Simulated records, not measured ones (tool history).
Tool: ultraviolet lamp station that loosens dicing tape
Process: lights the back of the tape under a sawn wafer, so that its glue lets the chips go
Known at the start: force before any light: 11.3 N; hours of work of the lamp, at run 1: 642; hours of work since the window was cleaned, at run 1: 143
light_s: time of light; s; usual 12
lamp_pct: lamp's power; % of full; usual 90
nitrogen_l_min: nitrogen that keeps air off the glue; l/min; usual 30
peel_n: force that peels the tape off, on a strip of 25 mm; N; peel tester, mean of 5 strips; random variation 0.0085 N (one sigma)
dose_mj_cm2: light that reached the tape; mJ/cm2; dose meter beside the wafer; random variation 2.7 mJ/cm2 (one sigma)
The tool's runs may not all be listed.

run,hour,light_s,lamp_pct,nitrogen_l_min,hours of work of the lamp,hours of work since the window was cleaned,peel_n,dose_mj_cm2
1,0,12,90,30,642,143,1.072,244
2,47.2,12,90,30,671,173,1.107,236
# hour 65.4: lamp changed
3,97,12,90,30,20,203,0.411,350
4,130.5,12,90,30,41,224,0.437,345
5,161.1,12,90,30,60,243,0.45,345
6,194.7,12,90,30,81,264,0.467,334
7,221.7,7,90,30,97,281,1.683,193
8,279.1,7,90,30,133,317,1.693,190
9,304.1,7,90,30,149,332,1.728,190
10,335.2,7,90,30,168,352,1.792,184
11,386,7,90,30,200,383,1.882,184
# hour 401.3: window cleaned of glue's vapour
12,444.6,7,90,30,236,27,1.628,194
13,502.5,12,90,30,272,63,0.525,325
14,533.3,12,75,30,291,82,0.837,269
15,565.8,12,75,30,312,103,0.904,264
16,619.6,14,90,30,345,136,0.392,349
17,672,14,94,30,378,169,0.383,362
18,712.6,14,97,30,403,194,0.383,368
19,762.5,14,97,30,434,225,0.394,351
20,797.8,14,97,30,456,247,0.424,349
21,855.8,7,90,30,492,283,2.362,159
22,903.7,7,90,30,522,313,2.519,153
23,945.5,7,90,30,548,339,2.529,152
24,997.5,12,90,52,581,372,0.682,251
25,1026.4,12,90,52,599,390,0.687,251
# hour 1032.2: window cleaned of glue's vapour
26,1082.1,8,65,25,633,31,3.381,126
27,1122.1,13,80,28,658,56,1.065,247
28,1151.4,13,80,28,676,74,1.122,241
# hour 1163.3: lamp changed
29,1181.3,11,80,43,11,92,0.482,300
30,1206.5,22,80,10,27,108,0.307,582
31,1236,24,68,30,45,126,0.142,533
32,1266.4,12,67,30,64,145,0.893,261
33,1302.6,18,94,38,87,168,0.132,537
34,1342,18,94,38,111,192,0.148,525
35,1366.8,18,94,38,127,208,0.141,520
36,1400.8,7,90,25,148,229,1.973,189
37,1456.7,7,67,25,183,264,3.15,136
38,1486.3,7,67,25,201,282,3.172,140
39,1519.3,8,85,43,222,303,1.361,194
40,1552.8,11,94,12,243,324,1.388,292
41,1603.7,9,85,10,275,356,2.94,210
42,1655.6,9,93,10,307,388,2.449,223
# hour 1662.9: window cleaned of glue's vapour
43,1687.5,24,92,14,326,15,0.172,648

Measured less the same run without the tool's hidden state. The same run-to-run variation is in both; the gauge's scatter may not be:
The hidden state here: lamp's light, % of a new lamp's; light that the window lets through, % of a clean one's; drift of the gauge itself on peel_n, %; drift of the gauge itself on dose_mj_cm2, %.
run,peel_n,dose_mj_cm2
1,+0.718,-135
2,+0.764,-142
3,+0.069,-24
4,+0.088,-30
5,+0.103,-35
6,+0.119,-39
7,+0.36,-26
8,+0.427,-31
9,+0.464,-33
10,+0.515,-36
11,+0.599,-41
12,+0.356,-26
13,+0.176,-54
14,+0.292,-49
15,+0.336,-53
16,+0.171,-83
17,+0.179,-98
18,+0.191,-109
19,+0.208,-118
20,+0.236,-125
21,+1.064,-63
22,+1.192,-67
23,+1.239,-70
24,+0.445,-127
25,+0.466,-132
26,+1.351,-55
27,+0.663,-116
28,+0.715,-120
29,+0.05,-12
30,+0.041,-32
31,+0.016,-38
32,+0.159,-22
33,+0.015,-56
34,+0.019,-65
35,+0.021,-71
36,+0.457,-29
37,+0.662,-26
38,+0.713,-28
39,+0.484,-43
40,+0.522,-70
41,+0.916,-57
42,+0.879,-69
43,+0.047,-124
